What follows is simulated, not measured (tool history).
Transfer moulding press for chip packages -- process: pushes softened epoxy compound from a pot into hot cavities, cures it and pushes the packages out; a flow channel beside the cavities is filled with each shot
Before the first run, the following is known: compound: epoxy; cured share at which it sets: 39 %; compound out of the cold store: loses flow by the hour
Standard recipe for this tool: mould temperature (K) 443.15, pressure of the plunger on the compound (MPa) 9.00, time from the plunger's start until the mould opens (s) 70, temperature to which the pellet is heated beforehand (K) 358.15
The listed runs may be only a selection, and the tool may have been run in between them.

run,day,mould temperature (K),pressure of the plunger on the compound (MPa),time from the plunger's start until the mould opens (s),temperature to which the pellet is heated beforehand (K),incoming compound's hours out of the cold store,length that the compound runs in the flow channel (mm),greatest force on the pins that push the packages out (N)
1,0.000,443.15,9.00,70,358.15,14.3,745,815
2,0.179,443.15,9.00,70,358.15,30.7,668,772
3,0.425,443.15,9.00,70,358.15,11.5,744,882
4,0.692,443.15,9.00,70,358.15,14.5,739,897
5,1.025,443.15,9.00,70,358.15,27.3,683,870
6,1.221,443.15,9.00,70,358.15,38.5,654,850
7,1.600,443.15,9.00,70,358.15,31.7,675,888
8,1.842,443.15,9.00,70,358.15,30.9,683,919
9,2.208,443.15,9.00,70,358.15,33.9,669,909
# day 2.496: plunger's sealing rings changed
10,2.617,443.15,9.00,70,358.15,28.5,730,943
11,2.896,443.15,9.00,70,358.15,40.9,693,904
# day 3.096: cavities cleaned with cleaning compound and waxed
12,3.175,443.15,9.00,70,361.15,37.3,692,1055
13,3.542,443.15,9.00,70,361.15,41.2,686,1014
14,3.900,443.15,9.00,70,361.15,10.9,787,1146
15,4.088,444.15,9.00,70,361.15,29.4,707,1004
16,4.367,443.15,10.52,70,356.15,25.8,788,1123
17,4.783,443.15,8.60,70,358.15,32.6,691,1079
# day 4.896: cavities cleaned with cleaning compound and waxed, once more
18,5.029,443.15,7.81,79,348.15,10.5,740,618
19,5.379,436.15,9.00,58,360.15,29.2,725,1772
20,5.567,443.15,9.16,65,358.15,26.6,738,968
21,5.762,443.15,9.00,70,352.15,13.2,788,900
22,6.067,443.15,9.00,70,352.15,20.7,752,862
23,6.279,448.15,10.14,68,364.15,44.6,690,672
24,6.483,435.15,9.00,108,365.15,44.7,682,570
25,6.879,435.15,8.21,72,362.15,47.8,644,1244
26,7.254,439.15,8.21,72,365.15,30.3,697,1063
27,7.492,435.15,7.15,70,363.15,36.2,635,1461
28,7.850,435.15,8.49,99,355.15,47.0,660,703

3 ways to go on from here, each from the tool as it stands after run 28. What would each give?
A,8.108,443.15,9.00,70,352.15,34.6,?,?
B,8.108,438.15,9.00,55,364.15,12.8,?,?
C,8.108,443.15,10.95,70,359.15,31.8,?,?

run,length that the compound runs in the flow channel (mm),greatest force on the pins that push the packages out (N)
A,694,988
B,773,2403
C,773,968
Without the tool's unlogged condition, the same runs would have read:
run,length that the compound runs in the flow channel (mm),greatest force on the pins that push the packages out (N)
A,712,741
B,794,1777
C,794,726
